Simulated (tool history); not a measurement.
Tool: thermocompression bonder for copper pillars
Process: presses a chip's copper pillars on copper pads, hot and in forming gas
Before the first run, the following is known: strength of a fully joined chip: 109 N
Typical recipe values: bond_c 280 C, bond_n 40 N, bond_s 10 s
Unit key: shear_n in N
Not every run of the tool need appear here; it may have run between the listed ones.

{"run": 1, "day": 0.0, "bond_c": 280, "bond_n": 40, "bond_s": 10, "shear_n": 35.4}
{"run": 2, "day": 4.1, "bond_c": 280, "bond_n": 40, "bond_s": 10, "shear_n": 34.2}
{"day": 5.283, "done": "forming gas filter changed"}
{"run": 3, "day": 7.854, "bond_c": 280, "bond_n": 40, "bond_s": 10, "shear_n": 35.5}
{"run": 4, "day": 10.354, "bond_c": 280, "bond_n": 40, "bond_s": 10, "shear_n": 34.1}
{"run": 5, "day": 12.229, "bond_c": 280, "bond_n": 40, "bond_s": 10, "shear_n": 34.8}
{"run": 6, "day": 14.242, "bond_c": 280, "bond_n": 40, "bond_s": 10, "shear_n": 34.1}
{"day": 16.667, "done": "forming gas filter changed"}
{"run": 7, "day": 18.375, "bond_c": 280, "bond_n": 40, "bond_s": 10, "shear_n": 35.6}
{"run": 8, "day": 20.933, "bond_c": 280, "bond_n": 40, "bond_s": 10, "shear_n": 34.4}
{"day": 21.188, "done": "force cell calibrated"}
{"day": 24.246, "done": "heater calibrated with a thermocouple chip"}
{"run": 9, "day": 24.5, "bond_c": 280, "bond_n": 40, "bond_s": 10, "shear_n": 38}
{"day": 28.046, "done": "forming gas filter changed"}
{"run": 10, "day": 28.221, "bond_c": 252, "bond_n": 40, "bond_s": 10, "shear_n": 29}
{"run": 11, "day": 30.342, "bond_c": 287, "bond_n": 41, "bond_s": 10, "shear_n": 41.4}
{"run": 12, "day": 34.425, "bond_c": 287, "bond_n": 29, "bond_s": 10, "shear_n": 27.1}
{"run": 13, "day": 38.204, "bond_c": 270, "bond_n": 40, "bond_s": 10, "shear_n": 32.3}
{"day": 39.321, "done": "forming gas filter changed"}
{"run": 14, "day": 40.229, "bond_c": 288, "bond_n": 56, "bond_s": 9, "shear_n": 55.4}
{"day": 40.667, "done": "force cell calibrated, once more"}
{"run": 15, "day": 42.142, "bond_c": 288, "bond_n": 56, "bond_s": 9, "shear_n": 53.2}
{"run": 16, "day": 44.917, "bond_c": 283, "bond_n": 42, "bond_s": 6, "shear_n": 31.8}
{"run": 17, "day": 48.246, "bond_c": 283, "bond_n": 27, "bond_s": 14, "shear_n": 25.5}

Alternative continuations, all from the tool just after run 17; predict every row:
{"run": "A", "day": 50.508, "bond_c": 281, "bond_n": 41, "bond_s": 14, "shear_n": "?"}
{"run": "B", "day": 50.508, "bond_c": 273, "bond_n": 57, "bond_s": 9, "shear_n": "?"}
{"run": "C", "day": 50.508, "bond_c": 302, "bond_n": 27, "bond_s": 25, "shear_n": "?"}
{"run": "D", "day": 50.508, "bond_c": 280, "bond_n": 40, "bond_s": 6, "shear_n": "?"}

run=A shear_n=40
run=B shear_n=46.7
run=C shear_n=37.4
run=D shear_n=27.2
What these runs would have given with no unlogged condition in the tool:
run=A shear_n=45
run=B shear_n=52.5
run=C shear_n=42
run=D shear_n=30.9
